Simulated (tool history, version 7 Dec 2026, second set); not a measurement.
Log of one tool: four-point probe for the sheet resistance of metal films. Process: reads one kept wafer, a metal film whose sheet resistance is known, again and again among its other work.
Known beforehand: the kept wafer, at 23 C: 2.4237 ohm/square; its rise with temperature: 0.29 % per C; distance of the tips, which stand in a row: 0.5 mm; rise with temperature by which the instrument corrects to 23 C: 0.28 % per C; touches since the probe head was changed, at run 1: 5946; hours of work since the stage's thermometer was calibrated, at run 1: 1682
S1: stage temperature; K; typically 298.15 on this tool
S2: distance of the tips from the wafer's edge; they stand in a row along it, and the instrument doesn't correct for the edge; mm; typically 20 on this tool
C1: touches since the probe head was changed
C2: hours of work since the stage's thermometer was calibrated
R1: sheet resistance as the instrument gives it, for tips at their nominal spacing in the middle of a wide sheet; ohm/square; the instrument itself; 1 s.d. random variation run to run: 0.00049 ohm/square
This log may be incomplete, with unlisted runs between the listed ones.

| run | hour | S1 | S2 | C1 | C2 | R1 |
|---|---|---|---|---|---|---|
| 1 | 0.0 | 298.15 | 20 | 5946 | 1682 | 2.434212 |
| 2 | 24.9 | 298.15 | 20 | 6615 | 1701 | 2.432924 |
| 3 | 42.5 | 298.15 | 20 | 7088 | 1715 | 2.433598 |
| 4 | 65.2 | 298.15 | 20 | 7699 | 1732 | 2.434714 |
| 5 | 84.5 | 298.15 | 20 | 8219 | 1747 | 2.433818 |
| 6 | 112.1 | 298.15 | 20 | 8963 | 1769 | 2.433224 |
| 7 | 140.5 | 298.15 | 20 | 9726 | 1791 | 2.434273 |
| 8 | 157.3 | 294.15 | 20 | 10177 | 1804 | 2.432615 |
| 9 | 171.6 | 294.15 | 20 | 10562 | 1815 | 2.433305 |
| 10 | 193.2 | 298.15 | 20 | 11144 | 1831 | 2.434420 |
| 11 | 207.3 | 298.15 | 20 | 11524 | 1842 | 2.434203 |
| 12 | 233.5 | 298.15 | 32 | 12228 | 1863 | 2.434827 |
| 13 | 254.7 | 296.15 | 20 | 12800 | 1879 | 2.434927 |
|  | 257.4 | stage's thermometer calibrated |
| 14 | 279.5 | 299.15 | 20 | 13452 | 17 | 2.436354 |
| 15 | 298.1 | 299.15 | 20 | 13953 | 32 | 2.437125 |
| 16 | 314.9 | 299.15 | 20 | 14406 | 45 | 2.436965 |
| 17 | 328.6 | 299.15 | 20 | 14772 | 55 | 2.437231 |
| 18 | 347.5 | 298.15 | 32 | 15281 | 70 | 2.436195 |
| 19 | 368.5 | 298.15 | 32 | 15847 | 86 | 2.435987 |
| 20 | 380.7 | 298.15 | 32 | 16175 | 96 | 2.436615 |
| 21 | 400.3 | 298.15 | 32 | 16702 | 111 | 2.436411 |
|  | 402.6 | stage's thermometer calibrated, once more |
| 22 | 417.4 | 300.15 | 11 | 17148 | 11 | 2.438380 |
| 23 | 441.6 | 300.15 | 11 | 17801 | 30 | 2.436690 |
| 24 | 453.5 | 297.15 | 13 | 18120 | 39 | 2.435895 |
| 25 | 477.3 | 297.15 | 20 | 18759 | 58 | 2.435375 |
| 26 | 491.3 | 295.15 | 6 | 19136 | 69 | 2.442325 |
| 27 | 506.7 | 296.15 | 12 | 19551 | 81 | 2.437385 |
| 28 | 522.4 | 304.15 | 3 | 19973 | 93 | 2.472734 |
| 29 | 548.0 | 301.15 | 20 | 20663 | 113 | 2.436144 |
| 30 | 567.0 | 301.15 | 20 | 21174 | 127 | 2.436766 |
| 31 | 583.3 | 301.15 | 20 | 21613 | 140 | 2.436378 |
| 32 | 608.1 | 297.15 | 4 | 22280 | 159 | 2.455243 |
| 33 | 637.0 | 297.15 | 4 | 23058 | 182 | 2.455931 |
| 34 | 663.4 | 297.15 | 4 | 23766 | 202 | 2.455143 |
| 35 | 683.6 | 297.15 | 4 | 24310 | 218 | 2.454852 |
| 36 | 698.0 | 297.15 | 4 | 24697 | 229 | 2.455377 |
| 37 | 716.4 | 297.15 | 4 | 25194 | 243 | 2.455935 |

Forecast each of these 5 alternatives for the next run:
| A | 742.5 | 303.15 | 10 | 25896 | 263 | ? |
| B | 742.5 | 298.15 | 15 | 25896 | 263 | ? |
| C | 742.5 | 305.15 | 20 | 25896 | 263 | ? |
| D | 742.5 | 293.15 | 3 | 25896 | 263 | ? |
| E | 742.5 | 306.15 | 11 | 25896 | 263 | ? |

| run | R1 |
|---|---|
| A | 2.441398 |
| B | 2.437507 |
| C | 2.439004 |
| D | 2.470272 |
| E | 2.442316 |
Stripped of hidden state, with their random variation kept, the same runs would have yielded:
| run | R1 |
|---|---|
| A | 2.429731 |
| B | 2.425851 |
| C | 2.427350 |
| D | 2.458466 |
| E | 2.430648 |
